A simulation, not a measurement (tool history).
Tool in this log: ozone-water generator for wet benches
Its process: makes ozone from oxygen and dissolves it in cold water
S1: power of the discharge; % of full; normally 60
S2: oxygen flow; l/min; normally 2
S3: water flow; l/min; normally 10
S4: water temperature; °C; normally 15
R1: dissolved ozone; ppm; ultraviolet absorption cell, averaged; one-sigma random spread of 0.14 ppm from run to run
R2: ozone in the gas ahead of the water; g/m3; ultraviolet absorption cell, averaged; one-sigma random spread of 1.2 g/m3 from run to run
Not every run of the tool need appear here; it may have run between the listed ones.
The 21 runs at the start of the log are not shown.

run 22 hour=488.5 | S1=60 S2=1.58 S3=10 S4=22 | R1=14.6 R2=257.6
run 23 hour=512 | S1=43 S2=2 S3=10 S4=11 | R1=13 R2=174.9
run 24 hour=526.3 | S1=95 S2=2.55 S3=7 S4=20 | R1=27.3 R2=276.6
run 25 hour=546.4 | S1=95 S2=1.88 S3=7 S4=20 | R1=28.1 R2=330.2
run 26 hour=575 | S1=60 S2=1.4 S3=10 S4=15 | R1=15.6 R2=278.6
run 27 hour=597.7 | S1=60 S2=1.4 S3=10 S4=15 | R1=15.3 R2=279.5
run 28 hour=624.3 | S1=60 S2=1.05 S3=7 S4=8 | R1=22.1 R2=331.8
run 29 hour=655.4 | S1=60 S2=1.05 S3=7 S4=8 | R1=21.9 R2=330.3
run 30 hour=670.2 | S1=60 S2=1.58 S3=7 S4=22 | R1=19.5 R2=260
run 31 hour=694.4 | S1=60 S2=2.75 S3=15 S4=19 | R1=10.9 R2=185.9
run 32 hour=726.8 | S1=69 S2=3.27 S3=10 S4=15 | R1=17.5 R2=189
run 33 hour=755.9 | S1=60 S2=1.29 S3=10 S4=15 | R1=15.2 R2=292.5

What if the next run were any one of these 3? Each begins from the tool's condition after run 33:
run A hour=787.4 | S1=84 S2=1.29 S3=10 S4=15 | R1=? R2=?
run B hour=787.4 | S1=60 S2=1.97 S3=8 S4=8 | R1=? R2=?
run C hour=787.4 | S1=60 S2=1.73 S3=10 S4=15 | R1=? R2=?

run=A R1=19.4 R2=376.7
run=B R1=21 R2=230.6
run=C R1=15.8 R2=247.9
With the hidden condition removed and each run's random variation left untouched, the same runs would have given:
run=A R1=19.4 R2=367.7
run=B R1=21.1 R2=225.1
run=C R1=15.8 R2=242
